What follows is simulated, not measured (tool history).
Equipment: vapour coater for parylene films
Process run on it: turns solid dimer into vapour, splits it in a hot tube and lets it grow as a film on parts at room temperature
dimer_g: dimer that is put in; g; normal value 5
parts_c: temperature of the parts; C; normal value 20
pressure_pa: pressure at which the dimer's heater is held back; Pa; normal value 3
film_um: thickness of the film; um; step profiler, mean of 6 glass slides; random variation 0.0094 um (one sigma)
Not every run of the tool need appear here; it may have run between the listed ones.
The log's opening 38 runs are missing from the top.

run 39 hour=1189.1 | dimer_g=3 parts_c=14 pressure_pa=3.24 | film_um=0.909
-- hour=1200.3 trap's valve overhauled
run 40 hour=1212.5 | dimer_g=5 parts_c=28 pressure_pa=2.95 | film_um=1.075
run 41 hour=1248.3 | dimer_g=5 parts_c=28 pressure_pa=2.95 | film_um=1.067
run 42 hour=1272.1 | dimer_g=5 parts_c=28 pressure_pa=6.38 | film_um=0.912
run 43 hour=1298.2 | dimer_g=5 parts_c=28 pressure_pa=6.38 | film_um=0.909
run 44 hour=1341.3 | dimer_g=2 parts_c=28 pressure_pa=6.38 | film_um=0.35
run 45 hour=1362.8 | dimer_g=5 parts_c=25 pressure_pa=7.83 | film_um=0.939
run 46 hour=1406.5 | dimer_g=3 parts_c=20 pressure_pa=9.1 | film_um=0.651

5 options for the next run, each taken on its own from the tool as it stands now. Forecast them:
run A hour=1433.6 | dimer_g=5 parts_c=12 pressure_pa=4.22 | film_um=?
run B hour=1433.6 | dimer_g=3 parts_c=14 pressure_pa=3.09 | film_um=?
run C hour=1433.6 | dimer_g=4 parts_c=20 pressure_pa=3 | film_um=?
run D hour=1433.6 | dimer_g=4 parts_c=20 pressure_pa=3 | film_um=?
run E hour=1433.6 | dimer_g=2 parts_c=16 pressure_pa=3 | film_um=?

run=A film_um=1.654
run=B film_um=0.985
run=C film_um=1.069
run=D film_um=1.068
run=E film_um=0.619
Had the tool no hidden state, the same runs would have come out as:
run=A film_um=1.741
run=B film_um=1.037
run=C film_um=1.125
run=D film_um=1.124
run=E film_um=0.651
